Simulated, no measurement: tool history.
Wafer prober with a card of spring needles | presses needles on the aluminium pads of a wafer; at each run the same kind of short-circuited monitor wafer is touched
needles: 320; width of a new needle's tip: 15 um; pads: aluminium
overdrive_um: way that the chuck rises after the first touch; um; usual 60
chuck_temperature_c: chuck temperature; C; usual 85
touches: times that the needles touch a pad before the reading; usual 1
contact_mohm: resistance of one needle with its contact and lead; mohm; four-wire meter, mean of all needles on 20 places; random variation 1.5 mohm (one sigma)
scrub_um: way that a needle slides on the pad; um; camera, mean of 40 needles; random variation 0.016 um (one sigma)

run	hour	overdrive_um	chuck_temperature_c	touches	contact_mohm	scrub_um
1	0	60	85	1	143	11.06
2	29.2	60	85	1	205	11.05
3	72.6	60	85	1	233	11.02
4	94.4	60	85	1	216	11.02
5	122.7	60	85	1	213	11.06
6	176.5	60	85	1	188	11.03
7	230.6	60	85	1	180	11.06
8	270.7	60	85	1	151	11.05
9	309.6	60	85	1	149	11.01
10	359.2	60	85	1	226	11.09
11	395.9	60	85	1	225	11.02
12	444.7	60	55	1	138	11.09
13	493	58	85	1	240	10.68
14	526.5	60	85	3	154	11.01
15	567.5	60	85	1	200	11.12
16	589.8	59	85	1	244	10.87
17	628.5	60	70	1	230	11.03
18	651.1	60	85	1	179	11.11
19	683	60	85	1	236	11.05
20	706.1	48	44	1	250	8.84
21	750.8	65	89	2	178	11.95
22	791.3	65	89	2	185	11.95
23	831.3	69	42	2	181	12.68
24	880	42	46	1	330	7.73
25	917.6	42	81	2	242	7.74
26	965.8	67	81	2	187	12.29
27	1001.2	67	81	2	183	12.37
28	1039.5	67	81	2	169	12.33

Not shown: 87 entries that the log had between the listed runs. Between which runs, and how does the tool's hidden state differ before and after?
Between runs 1 and 2: tips cleaned on abrasive film (hour 14.1); tips cleaned on abrasive film (hour 25.9)
  debris on the tips, nm: 15.2 -> 144.8; way that the needles fall short of the set height, um: 0.07 -> 0.18; tips' diameter, um: 17.91 -> 19.4
  measured less the result without the state, contact_mohm: +9 -> +72 mohm; scrub_um: -0.02 -> -0.03 um
Between runs 2 and 3: tips cleaned on abrasive film (hour 38); tips cleaned on abrasive film (hour 49.8); tips cleaned on abrasive film (hour 61.5)
  debris on the tips, nm: 144.8 -> 204.7; way that the needles fall short of the set height, um: 0.18 -> 0.37; tips' diameter, um: 19.4 -> 19.47
  measured less the result without the state, contact_mohm: +72 -> +101 mohm; scrub_um: -0.03 -> -0.07 um
Between runs 3 and 4: tips cleaned on abrasive film (hour 75.6); tips cleaned on abrasive film (hour 89.2)
  debris on the tips, nm: 204.7 -> 169.9; way that the needles fall short of the set height, um: 0.37 -> 0.47; tips' diameter, um: 19.47 -> 19.51
  measured less the result without the state, contact_mohm: +101 -> +84 mohm; scrub_um: -0.07 -> -0.09 um
Between runs 4 and 5: tips cleaned on abrasive film (hour 102.7); height of the first contact set anew (hour 105.7); tips cleaned on abrasive film (hour 117.4)
  debris on the tips, nm: 169.9 -> 164; way that the needles fall short of the set height, um: 0.47 -> 0.05; tips' diameter, um: 19.51 -> 19.54
  measured less the result without the state, contact_mohm: +84 -> +82 mohm; scrub_um: -0.09 -> -0.01 um
Between runs 5 and 6: tips cleaned on abrasive film (hour 131.6); tips cleaned on abrasive film (hour 143.3); tips cleaned on abrasive film (hour 157.2); tips cleaned on abrasive film (hour 170.8); tips cleaned on abrasive film, once more (hour 173.8)
  debris on the tips, nm: 164 -> 107; way that the needles fall short of the set height, um: 0.05 -> 0.33; tips' diameter, um: 19.54 -> 19.64
  measured less the result without the state, contact_mohm: +82 -> +55 mohm; scrub_um: -0.01 -> -0.06 um
Between runs 6 and 7: tips cleaned on abrasive film (hour 187.2); tips cleaned on abrasive film (hour 201.2); tips cleaned on abrasive film (hour 215); height of the first contact set anew (hour 215.3); tips cleaned on abrasive film (hour 228.6)
  debris on the tips, nm: 107 -> 89; way that the needles fall short of the set height, um: 0.33 -> 0.08; tips' diameter, um: 19.64 -> 19.72
  measured less the result without the state, contact_mohm: +55 -> +46 mohm; scrub_um: -0.06 -> -0.02 um
Between runs 7 and 8: tips cleaned on abrasive film (hour 241.4); tips cleaned on abrasive film (hour 255.8); tips cleaned on abrasive film (hour 270.4)
  debris on the tips, nm: 89 -> 29.4; way that the needles fall short of the set height, um: 0.08 -> 0.27; tips' diameter, um: 19.72 -> 19.79
  measured less the result without the state, contact_mohm: +46 -> +18 mohm; scrub_um: -0.02 -> -0.05 um
Between runs 8 and 9: tips cleaned on abrasive film (hour 285); tips cleaned on abrasive film (hour 296.7); tips cleaned on abrasive film (hour 309.6)
  debris on the tips, nm: 29.4 -> 22.7; way that the needles fall short of the set height, um: 0.27 -> 0.44; tips' diameter, um: 19.79 -> 19.85
  measured less the result without the state, contact_mohm: +18 -> +14 mohm; scrub_um: -0.05 -> -0.08 um
Between runs 9 and 10: tips cleaned on abrasive film (hour 323.6); height of the first contact set anew (hour 323.9); tips cleaned on abrasive film (hour 337.5); tips cleaned on abrasive film (hour 352)
  debris on the tips, nm: 22.7 -> 176.6; way that the needles fall short of the set height, um: 0.44 -> 0.11; tips' diameter, um: 19.85 -> 19.91
  measured less the result without the state, contact_mohm: +14 -> +91 mohm; scrub_um: -0.08 -> -0.02 um
Between runs 10 and 11: tips cleaned on abrasive film (hour 365.1); tips cleaned on abrasive film (hour 376.9); tips cleaned on abrasive film (hour 388.6)
  debris on the tips, nm: 176.6 -> 180.9; way that the needles fall short of the set height, um: 0.11 -> 0.27; tips' diameter, um: 19.91 -> 19.96
  measured less the result without the state, contact_mohm: +91 -> +93 mohm; scrub_um: -0.02 -> -0.05 um
Between runs 11 and 12: tips cleaned on abrasive film (hour 401.8); tips cleaned on abrasive film (hour 416.2); tips cleaned on abrasive film (hour 430.6); height of the first contact set anew (hour 433.8); tips cleaned on abrasive film (hour 444.7)
  debris on the tips, nm: 180.9 -> 12; way that the needles fall short of the set height, um: 0.27 -> 0.05; tips' diameter, um: 19.96 -> 20.05
  measured less the result without the state, contact_mohm: +93 -> +10 mohm; scrub_um: -0.05 -> -0.01 um
Between runs 12 and 13: tips cleaned on abrasive film (hour 456.5); tips cleaned on abrasive film (hour 471.1); tips cleaned on abrasive film (hour 485.5)
  debris on the tips, nm: 12 -> 194.7; way that the needles fall short of the set height, um: 0.05 -> 0.22; tips' diameter, um: 20.05 -> 20.11
  measured less the result without the state, contact_mohm: +10 -> +107 mohm; scrub_um: -0.01 -> -0.05 um
Between runs 13 and 14: tips cleaned on abrasive film (hour 498.7); tips cleaned on abrasive film (hour 512.9); tips cleaned on abrasive film (hour 524.6)
  debris on the tips, nm: 194.7 -> 105.4; way that the needles fall short of the set height, um: 0.22 -> 0.42; tips' diameter, um: 20.11 -> 20.18
  measured less the result without the state, contact_mohm: +107 -> +23 mohm; scrub_um: -0.05 -> -0.08 um
Between runs 14 and 15: tips cleaned on abrasive film (hour 537.8); height of the first contact set anew (hour 541.1); tips cleaned on abrasive film (hour 552.6); tips cleaned on abrasive film (hour 564.4)
  debris on the tips, nm: 105.4 -> 119.1; way that the needles fall short of the set height, um: 0.42 -> 0.12; tips' diameter, um: 20.18 -> 20.24
  measured less the result without the state, contact_mohm: +23 -> +64 mohm; scrub_um: -0.08 -> -0.02 um
Between runs 15 and 16: tips cleaned on abrasive film (hour 578.9)
  debris on the tips, nm: 119.1 -> 203.7; way that the needles fall short of the set height, um: 0.12 -> 0.17; tips' diameter, um: 20.24 -> 20.26
  measured less the result without the state, contact_mohm: +64 -> +110 mohm; scrub_um: -0.02 -> -0.03 um
Between runs 16 and 17: tips cleaned on abrasive film (hour 592.8); tips cleaned on abrasive film (hour 606.9); tips cleaned on abrasive film (hour 620.6)
  debris on the tips, nm: 203.7 -> 180.9; way that the needles fall short of the set height, um: 0.17 -> 0.33; tips' diameter, um: 20.26 -> 20.32
  measured less the result without the state, contact_mohm: +110 -> +99 mohm; scrub_um: -0.03 -> -0.06 um
Between runs 17 and 18: tips cleaned on abrasive film (hour 634.5); tips cleaned on abrasive film (hour 648.8); height of the first contact set anew (hour 649.1)
  debris on the tips, nm: 180.9 -> 79.2; way that the needles fall short of the set height, um: 0.33 -> 0; tips' diameter, um: 20.32 -> 20.36
  measured less the result without the state, contact_mohm: +99 -> +44 mohm; scrub_um: -0.06 -> +0 um
Between runs 18 and 19: tips cleaned on abrasive film (hour 662.9); tips cleaned on abrasive film (hour 674.6)
  debris on the tips, nm: 79.2 -> 193.3; way that the needles fall short of the set height, um: 0 -> 0.13; tips' diameter, um: 20.36 -> 20.4
  measured less the result without the state, contact_mohm: +44 -> +102 mohm; scrub_um: +0 -> -0.03 um
Between runs 19 and 20: tips cleaned on abrasive film (hour 688.3); tips cleaned on abrasive film (hour 702.7)
  debris on the tips, nm: 193.3 -> 140.4; way that the needles fall short of the set height, um: 0.13 -> 0.25; tips' diameter, um: 20.4 -> 20.44
  measured less the result without the state, contact_mohm: +102 -> +118 mohm; scrub_um: -0.03 -> -0.04 um
Between runs 20 and 21: tips cleaned on abrasive film (hour 717.1); tips cleaned on abrasive film (hour 731.4); tips cleaned on abrasive film (hour 745.6)
  debris on the tips, nm: 140.4 -> 155.6; way that the needles fall short of the set height, um: 0.25 -> 0.43; tips' diameter, um: 20.44 -> 20.51
  measured less the result without the state, contact_mohm: +118 -> +45 mohm; scrub_um: -0.04 -> -0.08 um
Between runs 21 and 22: height of the first contact set anew (hour 757); tips cleaned on abrasive film (hour 759.3); tips cleaned on abrasive film (hour 771); tips cleaned on abrasive film (hour 782.8)
  debris on the tips, nm: 155.6 -> 191.5; way that the needles fall short of the set height, um: 0.43 -> 0.23; tips' diameter, um: 20.51 -> 20.59
  measured less the result without the state, contact_mohm: +45 -> +55 mohm; scrub_um: -0.08 -> -0.04 um
Between runs 22 and 23: tips cleaned on abrasive film (hour 796.6); tips cleaned on abrasive film (hour 808.3); tips cleaned on abrasive film (hour 822)
  debris on the tips, nm: 191.5 -> 196.2; way that the needles fall short of the set height, um: 0.23 -> 0.43; tips' diameter, um: 20.59 -> 20.65
  measured less the result without the state, contact_mohm: +55 -> +55 mohm; scrub_um: -0.04 -> -0.08 um
Between runs 23 and 24: tips cleaned on abrasive film (hour 834.3); tips cleaned on abrasive film (hour 846); tips cleaned on abrasive film (hour 860.1); height of the first contact set anew (hour 866.2); tips cleaned on abrasive film (hour 872.1)
  debris on the tips, nm: 196.2 -> 187.7; way that the needles fall short of the set height, um: 0.43 -> 0.06; tips' diameter, um: 20.65 -> 20.73
  measured less the result without the state, contact_mohm: +55 -> +199 mohm; scrub_um: -0.08 -> -0.02 um
Between runs 24 and 25: tips cleaned on abrasive film (hour 885.9); tips cleaned on abrasive film (hour 900.5); tips cleaned on abrasive film (hour 912.2)
  debris on the tips, nm: 187.7 -> 170.7; way that the needles fall short of the set height, um: 0.06 -> 0.23; tips' diameter, um: 20.73 -> 20.79
  measured less the result without the state, contact_mohm: +199 -> +107 mohm; scrub_um: -0.02 -> -0.05 um
Between runs 25 and 26: tips cleaned on abrasive film (hour 926.4); tips cleaned on abrasive film (hour 940.8); tips cleaned on abrasive film (hour 954.9)
  debris on the tips, nm: 170.7 -> 206.6; way that the needles fall short of the set height, um: 0.23 -> 0.39; tips' diameter, um: 20.79 -> 20.85
  measured less the result without the state, contact_mohm: +107 -> +58 mohm; scrub_um: -0.05 -> -0.08 um
Between runs 26 and 27: tips cleaned on abrasive film (hour 968.8); height of the first contact set anew (hour 974.9); tips cleaned on abrasive film (hour 983.6); tips cleaned on abrasive film (hour 995.4)
  debris on the tips, nm: 206.6 -> 182.7; way that the needles fall short of the set height, um: 0.39 -> 0.11; tips' diameter, um: 20.85 -> 20.91
  measured less the result without the state, contact_mohm: +58 -> +52 mohm; scrub_um: -0.08 -> -0.02 um
Between runs 27 and 28: tips cleaned on abrasive film (hour 1010); tips cleaned on abrasive film (hour 1024.7); tips cleaned on abrasive film (hour 1036.4)
  debris on the tips, nm: 182.7 -> 128.5; way that the needles fall short of the set height, um: 0.11 -> 0.29; tips' diameter, um: 20.91 -> 20.97
  measured less the result without the state, contact_mohm: +52 -> +38 mohm; scrub_um: -0.02 -> -0.06 um
